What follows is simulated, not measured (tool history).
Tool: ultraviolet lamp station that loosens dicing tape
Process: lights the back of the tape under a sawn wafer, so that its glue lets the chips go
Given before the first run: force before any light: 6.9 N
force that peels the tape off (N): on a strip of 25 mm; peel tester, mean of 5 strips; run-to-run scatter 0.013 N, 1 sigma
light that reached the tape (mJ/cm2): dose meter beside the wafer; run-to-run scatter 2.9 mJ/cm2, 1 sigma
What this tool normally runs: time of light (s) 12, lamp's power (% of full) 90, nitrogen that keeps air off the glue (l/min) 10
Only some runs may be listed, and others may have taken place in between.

| run | hour | time of light (s) | lamp's power (% of full) | nitrogen that keeps air off the glue (l/min) | force that peels the tape off (N) | light that reached the tape (mJ/cm2) |
|---|---|---|---|---|---|---|
| 1 | 0 | 12 | 90 | 10 | 0.66 | 391 |
| 2 | 7.4 | 12 | 90 | 10 | 0.67 | 401 |
| 3 | 18.8 | 12 | 90 | 10 | 0.658 | 390 |
| 4 | 23.8 | 12 | 90 | 10 | 0.67 | 397 |
| 5 | 35.7 | 12 | 64 | 10 | 1.274 | 280 |
| 6 | 47.7 | 12 | 64 | 10 | 1.335 | 282 |
| 7 | 55 | 15 | 64 | 10 | 0.861 | 349 |
| 8 | 62.3 | 15 | 64 | 10 | 0.839 | 348 |
| 9 | 67.4 | 12 | 90 | 10 | 0.684 | 389 |
| 10 | 78.7 | 12 | 90 | 7 | 0.871 | 394 |
| 11 | 87 | 12 | 90 | 7 | 0.885 | 391 |
| 12 | 95.9 | 9 | 90 | 7 | 1.461 | 288 |
| 13 | 106.6 | 9 | 90 | 7 | 1.505 | 292 |
| 14 | 116.4 | 9 | 90 | 7 | 1.48 | 288 |
| 15 | 128.2 | 9 | 90 | 7 | 1.477 | 293 |
| 16 | 136.5 | 13 | 90 | 10 | 0.588 | 416 |
| 17 | 142.9 | 12 | 90 | 3 | 1.48 | 389 |
| 18 | 150.5 | 12 | 93 | 10 | 0.663 | 392 |
| 19 | 157.6 | 16 | 72 | 17 | 0.427 | 412 |
| 20 | 163.3 | 6 | 72 | 17 | 2.373 | 154 |
| 21 | 173.8 | 12 | 92 | 18 | 0.464 | 391 |
| 22 | 180.7 | 12 | 92 | 18 | 0.465 | 392 |
| 23 | 192 | 12 | 92 | 18 | 0.463 | 386 |
| 24 | 204 | 12 | 92 | 18 | 0.48 | 386 |
| 25 | 216.3 | 12 | 92 | 18 | 0.472 | 385 |
| 26 | 226.1 | 12 | 92 | 18 | 0.491 | 390 |
| 27 | 231.6 | 6 | 87 | 18 | 1.849 | 184 |

Branching from run 27: 5 alternative next runs. What would each branch give?
| A | 239.6 | 15 | 66 | 18 | ? | ? |
| B | 239.6 | 11 | 84 | 6 | ? | ? |
| C | 239.6 | 23 | 63 | 18 | ? | ? |
| D | 239.6 | 7 | 90 | 10 | ? | ? |
| E | 239.6 | 13 | 65 | 10 | ? | ? |

| run | force that peels the tape off (N) | light that reached the tape (mJ/cm2) |
|---|---|---|
| A | 0.619 | 347 |
| B | 1.361 | 323 |
| C | 0.236 | 502 |
| D | 1.855 | 219 |
| E | 1.196 | 291 |
Had the tool no hidden state, the same runs would have come out as:
| run | force that peels the tape off (N) | light that reached the tape (mJ/cm2) |
|---|---|---|
| A | 0.512 | 377 |
| B | 1.188 | 350 |
| C | 0.19 | 545 |
| D | 1.659 | 238 |
| E | 1.034 | 316 |

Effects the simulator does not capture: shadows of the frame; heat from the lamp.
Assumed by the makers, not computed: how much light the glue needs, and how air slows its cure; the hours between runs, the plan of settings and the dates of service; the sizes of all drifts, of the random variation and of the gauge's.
